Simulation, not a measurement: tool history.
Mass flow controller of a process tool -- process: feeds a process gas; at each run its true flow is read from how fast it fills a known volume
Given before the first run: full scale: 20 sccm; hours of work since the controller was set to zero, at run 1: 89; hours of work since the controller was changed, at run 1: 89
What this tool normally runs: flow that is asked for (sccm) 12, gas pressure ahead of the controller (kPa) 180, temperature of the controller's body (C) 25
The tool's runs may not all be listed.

run,day,flow that is asked for (sccm),gas pressure ahead of the controller (kPa),temperature of the controller's body (C),hours of work since the controller was set to zero,hours of work since the controller was changed,true flow (%)
1,0,12,180,25,89,89,99.77
2,5.121,12,180,25,156,156,99.8
3,9.067,12,180,38,208,208,100.46
4,13.175,12,180,38,262,262,100.54
5,17.833,12,180,38,324,324,100.44
6,23.812,12,180,25,402,402,99.75
7,29.517,12,260,25,478,478,99.48
8,33.812,12,260,25,534,534,99.53
9,37.562,12,143,25,583,583,100.14
10,42.662,12,180,39,651,651,100.91
11,47.958,12,180,25,720,720,99.94
12,50.604,12,180,25,755,755,100.01
13,56.821,12,180,25,837,837,100.08
14,61.017,12,180,25,892,892,99.9
15,64.742,12,180,25,941,941,99.91
16,68.754,2,180,25,994,994,100.25
# day 69.246: controller's zero set anew
17,71.692,2,180,32,32,1032,101.04
18,76.179,2,180,32,91,1091,101.15
19,81.575,12,180,25,162,1162,100.14
20,84.804,12,180,25,205,1205,100.23
# day 86.271: controller's zero set anew, once more
21,87.571,12,180,25,17,1241,100.02
22,91.008,12,174,25,62,1286,100.12
23,94.85,12,168,25,113,1337,100.02
24,100.158,12,150,30,183,1407,100.5
25,105.362,11,275,27,251,1475,99.59
26,109.888,17,162,29,311,1535,100.61
27,113.921,17,240,31,364,1588,100.29
28,119.725,2,241,25,440,1664,99.78
29,124.525,12,219,30,503,1727,100.29
30,129.746,12,219,30,572,1796,100.24
31,134.25,8,179,35,631,1855,100.55
32,138.992,12,246,34,694,1918,100.49
33,144.562,5,246,34,767,1991,100.18
34,149.938,12,252,25,838,2062,99.89
35,155.908,12,252,25,916,2140,99.92
36,159.55,2,252,24,964,2188,100.01
37,163.2,2,252,24,1012,2236,99.94
38,169.583,2,252,24,1096,2320,100.1
39,172.692,5,173,33,1137,2361,100.7
40,175.675,5,173,38,1177,2400,100.87
41,180.9,5,173,38,1245,2469,100.95

Predict each of these 4 candidate next runs independently; none follows another, all start after run 41:
A,185.396,5,149,32,1305,2528,?
B,185.396,9,180,27,1305,2528,?
C,185.396,5,140,29,1305,2528,?
D,185.396,12,180,36,1305,2528,?

run,true flow (%)
A,100.81
B,100.32
C,100.66
D,100.89
The same runs, with their run-to-run variation unchanged, on a tool lacking any hidden condition would have given:
run,true flow (%)
A,99.97
B,99.65
C,99.82
D,100.27

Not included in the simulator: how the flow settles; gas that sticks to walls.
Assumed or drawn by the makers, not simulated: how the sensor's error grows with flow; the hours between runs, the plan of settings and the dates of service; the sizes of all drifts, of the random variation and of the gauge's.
